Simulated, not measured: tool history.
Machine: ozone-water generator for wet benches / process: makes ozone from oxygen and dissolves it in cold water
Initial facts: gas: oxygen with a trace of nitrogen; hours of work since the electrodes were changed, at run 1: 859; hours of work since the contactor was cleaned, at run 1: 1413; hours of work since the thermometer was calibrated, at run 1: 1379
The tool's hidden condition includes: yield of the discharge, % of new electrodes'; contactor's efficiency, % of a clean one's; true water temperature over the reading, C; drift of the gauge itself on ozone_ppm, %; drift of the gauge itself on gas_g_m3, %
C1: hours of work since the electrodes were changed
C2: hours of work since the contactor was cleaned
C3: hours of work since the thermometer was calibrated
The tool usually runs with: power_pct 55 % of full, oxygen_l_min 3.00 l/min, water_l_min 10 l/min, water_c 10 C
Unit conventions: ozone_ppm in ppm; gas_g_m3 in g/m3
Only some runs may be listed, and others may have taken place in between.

Run 1, hour 0.0: usual settings; C1 859; C2 1413; C3 1379. Result: ozone_ppm 18.9 ppm, gas_g_m3 137.5 g/m3.
Run 2, hour 22.3: usual settings; C1 878; C2 1432; C3 1398. Result: ozone_ppm 18.5 ppm, gas_g_m3 135.8 g/m3.
Run 3, hour 38.9: usual settings; C1 893; C2 1446; C3 1412. Result: ozone_ppm 18.5 ppm, gas_g_m3 135.7 g/m3.
Run 4, hour 67.2: usual settings; C1 917; C2 1470; C3 1436. Result: ozone_ppm 18.6 ppm, gas_g_m3 135.9 g/m3.
Run 5, hour 80.2: usual settings; C1 928; C2 1482; C3 1447. Result: ozone_ppm 18.5 ppm, gas_g_m3 135.7 g/m3.
Run 6, hour 98.3: usual settings; C1 943; C2 1497; C3 1462. Result: ozone_ppm 19.0 ppm, gas_g_m3 135.0 g/m3.
Run 7, hour 117.8: usual settings; C1 960; C2 1514; C3 1479. Result: ozone_ppm 18.4 ppm, gas_g_m3 134.9 g/m3.
Run 8, hour 130.1: usual settings; C1 970; C2 1524; C3 1489. Result: ozone_ppm 18.5 ppm, gas_g_m3 135.8 g/m3.
Run 9, hour 147.1: usual settings; C1 985; C2 1539; C3 1504. Result: ozone_ppm 18.8 ppm, gas_g_m3 135.0 g/m3.
Run 10, hour 168.1: usual settings; C1 1003; C2 1557; C3 1522. Result: ozone_ppm 18.6 ppm, gas_g_m3 137.0 g/m3.
Run 11, hour 181.7: usual settings; C1 1014; C2 1568; C3 1533. Result: ozone_ppm 18.6 ppm, gas_g_m3 134.6 g/m3.
Run 12, hour 200.2: usual settings but oxygen_l_min 2.16 l/min; C1 1030; C2 1584; C3 1549. Result: ozone_ppm 18.8 ppm, gas_g_m3 168.6 g/m3.
Run 13, hour 225.3: usual settings but oxygen_l_min 2.16 l/min; C1 1052; C2 1605; C3 1571. Result: ozone_ppm 19.1 ppm, gas_g_m3 170.6 g/m3.
Run 14, hour 242.9: usual settings but oxygen_l_min 2.16 l/min; C1 1067; C2 1620; C3 1586. Result: ozone_ppm 18.8 ppm, gas_g_m3 169.3 g/m3.
Run 15, hour 255.9: usual settings but oxygen_l_min 2.16 l/min; C1 1078; C2 1631; C3 1597. Result: ozone_ppm 18.9 ppm, gas_g_m3 168.0 g/m3.
Run 16, hour 282.8: usual settings but power_pct 94 % of full, oxygen_l_min 4.64 l/min, water_l_min 8 l/min, water_c 15 C; C1 1101; C2 1654; C3 1620. Result: ozone_ppm 25.5 ppm, gas_g_m3 147.2 g/m3.
Run 17, hour 295.7: usual settings but power_pct 69 % of full, oxygen_l_min 4.64 l/min, water_l_min 8 l/min, water_c 6 C; C1 1112; C2 1665; C3 1631. Result: ozone_ppm 24.4 ppm, gas_g_m3 117.8 g/m3.
Run 18, hour 314.8: usual settings but power_pct 69 % of full, oxygen_l_min 4.64 l/min, water_l_min 15 l/min, water_c 6 C; C1 1128; C2 1682; C3 1647. Result: ozone_ppm 16.1 ppm, gas_g_m3 117.6 g/m3.
Run 19, hour 334.9: usual settings but power_pct 69 % of full, oxygen_l_min 4.64 l/min, water_l_min 15 l/min, water_c 14 C; C1 1145; C2 1699; C3 1664. Result: ozone_ppm 14.4 ppm, gas_g_m3 117.2 g/m3.
Run 20, hour 360.7: usual settings but power_pct 72 % of full, oxygen_l_min 5.19 l/min; C1 1167; C2 1721; C3 1686. Result: ozone_ppm 19.8 ppm, gas_g_m3 110.6 g/m3.
Run 21, hour 389.4: usual settings but power_pct 67 % of full, oxygen_l_min 4.72 l/min, water_l_min 11 l/min, water_c 15 C; C1 1192; C2 1745; C3 1711. Result: ozone_ppm 16.8 ppm, gas_g_m3 112.8 g/m3.
Run 22, hour 417.8: usual settings but water_c 16 C; C1 1216; C2 1769; C3 1735. Result: ozone_ppm 16.7 ppm, gas_g_m3 135.1 g/m3.
Run 23, hour 435.6: usual settings but power_pct 40 % of full, water_c 6 C; C1 1231; C2 1785; C3 1750. Result: ozone_ppm 15.5 ppm, gas_g_m3 107.5 g/m3.
Run 24, hour 453.6: usual settings but power_pct 40 % of full, water_c 6 C; C1 1246; C2 1800; C3 1765. Result: ozone_ppm 15.4 ppm, gas_g_m3 108.2 g/m3.
Run 25, hour 473.0: usual settings but power_pct 67 % of full, oxygen_l_min 3.36 l/min, water_c 6 C; C1 1263; C2 1817; C3 1782. Result: ozone_ppm 21.7 ppm, gas_g_m3 142.9 g/m3.
Run 26, hour 486.2: usual settings but power_pct 58 % of full; C1 1274; C2 1828; C3 1793. Result: ozone_ppm 18.8 ppm, gas_g_m3 140.2 g/m3.
Run 27, hour 512.1: usual settings but power_pct 58 % of full; C1 1296; C2 1850; C3 1815. Result: ozone_ppm 19.0 ppm, gas_g_m3 140.3 g/m3.

Forecast each of these 4 alternatives for the next run:
Run A, hour 528.2: usual settings but water_l_min 9 l/min; C1 1310; C2 1864; C3 1829. Result: ozone_ppm ?, gas_g_m3 ?.
Run B, hour 528.2: usual settings but power_pct 71 % of full, oxygen_l_min 2.64 l/min, water_c 11 C; C1 1310; C2 1864; C3 1829. Result: ozone_ppm ?, gas_g_m3 ?.
Run C, hour 528.2: usual settings but power_pct 48 % of full, oxygen_l_min 1.87 l/min; C1 1310; C2 1864; C3 1829. Result: ozone_ppm ?, gas_g_m3 ?.
Run D, hour 528.2: usual settings but power_pct 58 % of full, water_l_min 9 l/min; C1 1310; C2 1864; C3 1829. Result: ozone_ppm ?, gas_g_m3 ?.

run  ozone_ppm  gas_g_m3
  A       19.6     135.9
  B       21.6     175.7
  C       17.3     169.6
  D       20.2     138.8
What these runs would have given with no unlogged condition in the tool:
run  ozone_ppm  gas_g_m3
  A       21.1     141.3
  B       23.5     184.2
  C       18.5     175.5
  D       21.8     144.6
